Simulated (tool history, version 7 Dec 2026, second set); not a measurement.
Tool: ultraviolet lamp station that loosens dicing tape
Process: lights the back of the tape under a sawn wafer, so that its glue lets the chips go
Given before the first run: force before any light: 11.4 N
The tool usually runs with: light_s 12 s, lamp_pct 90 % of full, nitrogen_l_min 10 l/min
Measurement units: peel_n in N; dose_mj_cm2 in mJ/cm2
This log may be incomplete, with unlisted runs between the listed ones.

Run 1, hour 0.0: usual settings. Result: peel_n 0.418 N, dose_mj_cm2 400 mJ/cm2.
Run 2, hour 11.4: usual settings. Result: peel_n 0.425 N, dose_mj_cm2 400 mJ/cm2.
Run 3, hour 30.8: usual settings. Result: peel_n 0.426 N, dose_mj_cm2 399 mJ/cm2.
At hour 36.4: window cleaned of glue's vapour.
Run 4, hour 47.2: usual settings. Result: peel_n 0.403 N, dose_mj_cm2 420 mJ/cm2.
Run 5, hour 58.1: usual settings. Result: peel_n 0.407 N, dose_mj_cm2 415 mJ/cm2.
Run 6, hour 77.6: usual settings. Result: peel_n 0.397 N, dose_mj_cm2 415 mJ/cm2.
Run 7, hour 96.7: usual settings. Result: peel_n 0.404 N, dose_mj_cm2 409 mJ/cm2.
Run 8, hour 112.9: usual settings. Result: peel_n 0.414 N, dose_mj_cm2 403 mJ/cm2.
Run 9, hour 127.1: usual settings but light_s 6 s. Result: peel_n 1.774 N, dose_mj_cm2 197 mJ/cm2.
Run 10, hour 143.9: usual settings. Result: peel_n 0.451 N, dose_mj_cm2 396 mJ/cm2.
Run 11, hour 153.4: usual settings. Result: peel_n 0.427 N, dose_mj_cm2 395 mJ/cm2.
Run 12, hour 169.4: usual settings but lamp_pct 69 % of full. Result: peel_n 0.788 N, dose_mj_cm2 299 mJ/cm2.
Run 13, hour 178.5: usual settings. Result: peel_n 0.432 N, dose_mj_cm2 391 mJ/cm2.
Run 14, hour 193.4: usual settings but light_s 7 s, nitrogen_l_min 5 l/min. Result: peel_n 2.178 N, dose_mj_cm2 222 mJ/cm2.
Run 15, hour 208.7: usual settings but light_s 9 s, lamp_pct 70 % of full, nitrogen_l_min 8 l/min. Result: peel_n 1.674 N, dose_mj_cm2 220 mJ/cm2.
Run 16, hour 228.2: usual settings but light_s 9 s, lamp_pct 70 % of full, nitrogen_l_min 8 l/min. Result: peel_n 1.692 N, dose_mj_cm2 221 mJ/cm2.
Run 17, hour 238.7: usual settings but nitrogen_l_min 6 l/min. Result: peel_n 0.697 N, dose_mj_cm2 375 mJ/cm2.
Run 18, hour 249.6: usual settings but light_s 9 s, lamp_pct 74 % of full, nitrogen_l_min 18 l/min. Result: peel_n 0.932 N, dose_mj_cm2 226 mJ/cm2.
Run 19, hour 261.5: usual settings but lamp_pct 84 % of full, nitrogen_l_min 8 l/min. Result: peel_n 0.681 N, dose_mj_cm2 346 mJ/cm2.
Run 20, hour 281.9: usual settings but lamp_pct 84 % of full, nitrogen_l_min 8 l/min. Result: peel_n 0.659 N, dose_mj_cm2 342 mJ/cm2.
Run 21, hour 295.0: usual settings but light_s 20 s, lamp_pct 82 % of full, nitrogen_l_min 13 l/min. Result: peel_n 0.248 N, dose_mj_cm2 555 mJ/cm2.
Run 22, hour 305.8: usual settings but light_s 15 s, nitrogen_l_min 11 l/min. Result: peel_n 0.320 N, dose_mj_cm2 450 mJ/cm2.
Run 23, hour 322.8: usual settings but light_s 15 s, nitrogen_l_min 6 l/min. Result: peel_n 0.487 N, dose_mj_cm2 448 mJ/cm2.
Run 24, hour 343.4: usual settings but light_s 19 s, lamp_pct 61 % of full. Result: peel_n 0.463 N, dose_mj_cm2 380 mJ/cm2.
Run 25, hour 354.2: usual settings but light_s 19 s, lamp_pct 61 % of full. Result: peel_n 0.484 N, dose_mj_cm2 380 mJ/cm2.
Run 26, hour 375.2: usual settings but light_s 19 s, lamp_pct 61 % of full. Result: peel_n 0.499 N, dose_mj_cm2 378 mJ/cm2.

5 options for the next run, each taken on its own from the tool as it stands now. Forecast them:
Run A, hour 385.9: usual settings but light_s 16 s, lamp_pct 72 % of full. Result: peel_n ?, dose_mj_cm2 ?.
Run B, hour 385.9: usual settings but nitrogen_l_min 14 l/min. Result: peel_n ?, dose_mj_cm2 ?.
Run C, hour 385.9: usual settings but nitrogen_l_min 7 l/min. Result: peel_n ?, dose_mj_cm2 ?.
Run D, hour 385.9: usual settings but light_s 18 s, lamp_pct 70 % of full, nitrogen_l_min 6 l/min. Result: peel_n ?, dose_mj_cm2 ?.
Run E, hour 385.9: usual settings but light_s 22 s, lamp_pct 67 % of full, nitrogen_l_min 7 l/min. Result: peel_n ?, dose_mj_cm2 ?.

run  peel_n  dose_mj_cm2
  A   0.481          366
  B   0.457          345
  C   0.771          344
  D   0.616          406
  E   0.400          466
With the hidden condition removed and each run's random variation left untouched, the same runs would have given:
run  peel_n  dose_mj_cm2
  A   0.245          559
  B   0.249          526
  C   0.336          527
  D   0.285          618
  E   0.238          712
